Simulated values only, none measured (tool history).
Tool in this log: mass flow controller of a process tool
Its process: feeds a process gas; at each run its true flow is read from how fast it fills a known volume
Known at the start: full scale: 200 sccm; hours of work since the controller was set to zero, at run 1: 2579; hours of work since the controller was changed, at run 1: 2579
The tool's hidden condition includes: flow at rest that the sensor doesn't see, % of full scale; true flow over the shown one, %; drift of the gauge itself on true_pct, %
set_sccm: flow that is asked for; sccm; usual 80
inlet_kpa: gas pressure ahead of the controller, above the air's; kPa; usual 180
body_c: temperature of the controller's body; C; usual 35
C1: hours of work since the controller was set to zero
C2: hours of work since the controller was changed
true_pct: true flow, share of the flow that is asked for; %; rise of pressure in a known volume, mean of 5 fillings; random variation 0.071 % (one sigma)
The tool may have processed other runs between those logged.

Run 1, hour 0: usual settings; C1 2579; C2 2579. Result: true_pct 99.78 %.
Run 2, hour 119.4: usual settings; C1 2667; C2 2667. Result: true_pct 99.75 %.
Run 3, hour 215.4: usual settings; C1 2738; C2 2738. Result: true_pct 99.78 %.
Run 4, hour 278.1: usual settings but inlet_kpa 149 kPa; C1 2784; C2 2784. Result: true_pct 99.91 %.
Run 5, hour 334.2: usual settings but inlet_kpa 149 kPa; C1 2825; C2 2825. Result: true_pct 100.02 %.
Run 6, hour 383.3: usual settings; C1 2861; C2 2861. Result: true_pct 99.78 %.
Run 7, hour 499.4: usual settings but set_sccm 114 sccm; C1 2947; C2 2947. Result: true_pct 99.86 %.
Run 8, hour 617.5: usual settings; C1 3033; C2 3033. Result: true_pct 99.75 %.
Run 9, hour 665.8: usual settings but inlet_kpa 152 kPa; C1 3069; C2 3069. Result: true_pct 99.83 %.
Run 10, hour 735.8: usual settings but inlet_kpa 152 kPa; C1 3121; C2 3121. Result: true_pct 99.98 %.
Run 11, hour 802.4: usual settings but inlet_kpa 152 kPa; C1 3170; C2 3170. Result: true_pct 99.86 %.
Run 12, hour 915.3: usual settings; C1 3253; C2 3253. Result: true_pct 99.62 %.
Run 13, hour 995.8: usual settings but set_sccm 182 sccm, inlet_kpa 169 kPa, body_c 20 C; C1 3312; C2 3312. Result: true_pct 99.43 %.
Run 14, hour 1079.4: usual settings but set_sccm 20 sccm, inlet_kpa 215 kPa, body_c 23 C; C1 3373; C2 3373. Result: true_pct 101.23 %.
Run 15, hour 1190.4: usual settings but set_sccm 20 sccm, inlet_kpa 215 kPa, body_c 23 C; C1 3455; C2 3455. Result: true_pct 101.27 %.
Run 16, hour 1273.9: usual settings but set_sccm 20 sccm, inlet_kpa 154 kPa, body_c 23 C; C1 3516; C2 3516. Result: true_pct 101.51 %.
Run 17, hour 1392.8: usual settings but body_c 39 C; C1 3604; C2 3604. Result: true_pct 99.9 %.
Run 18, hour 1471.8: usual settings but body_c 39 C; C1 3662; C2 3662. Result: true_pct 99.94 %.
Run 19, hour 1521.1: usual settings but set_sccm 34 sccm, inlet_kpa 174 kPa, body_c 30 C; C1 3698; C2 3698. Result: true_pct 100.6 %.
Run 20, hour 1580.8: usual settings but set_sccm 30 sccm, inlet_kpa 186 kPa, body_c 31 C; C1 3742; C2 3742. Result: true_pct 100.73 %.
Run 21, hour 1695.7: usual settings but set_sccm 30 sccm, inlet_kpa 186 kPa, body_c 38 C; C1 3827; C2 3827. Result: true_pct 101.09 %.
Run 22, hour 1778.7: usual settings but set_sccm 26 sccm, body_c 25 C; C1 3888; C2 3888. Result: true_pct 101.09 %.
Run 23, hour 1852.5: usual settings but set_sccm 26 sccm, body_c 25 C; C1 3942; C2 3942. Result: true_pct 101.03 %.

Alternative continuations, all from the tool just after run 23; predict every row:
Run A, hour 1956.2: usual settings but set_sccm 29 sccm, inlet_kpa 187 kPa, body_c 38 C; C1 4018; C2 4018. Result: true_pct ?.
Run B, hour 1956.2: usual settings but set_sccm 26 sccm, inlet_kpa 240 kPa; C1 4018; C2 4018. Result: true_pct ?.
Run C, hour 1956.2: usual settings but inlet_kpa 164 kPa, body_c 29 C; C1 4018; C2 4018. Result: true_pct ?.

run  true_pct
  A    101.23
  B    101.07
  C     99.63
Take away the tool's hidden state, keep each run's random variation, and the runs would have read:
run  true_pct
  A     99.55
  B      99.1
  C     99.59
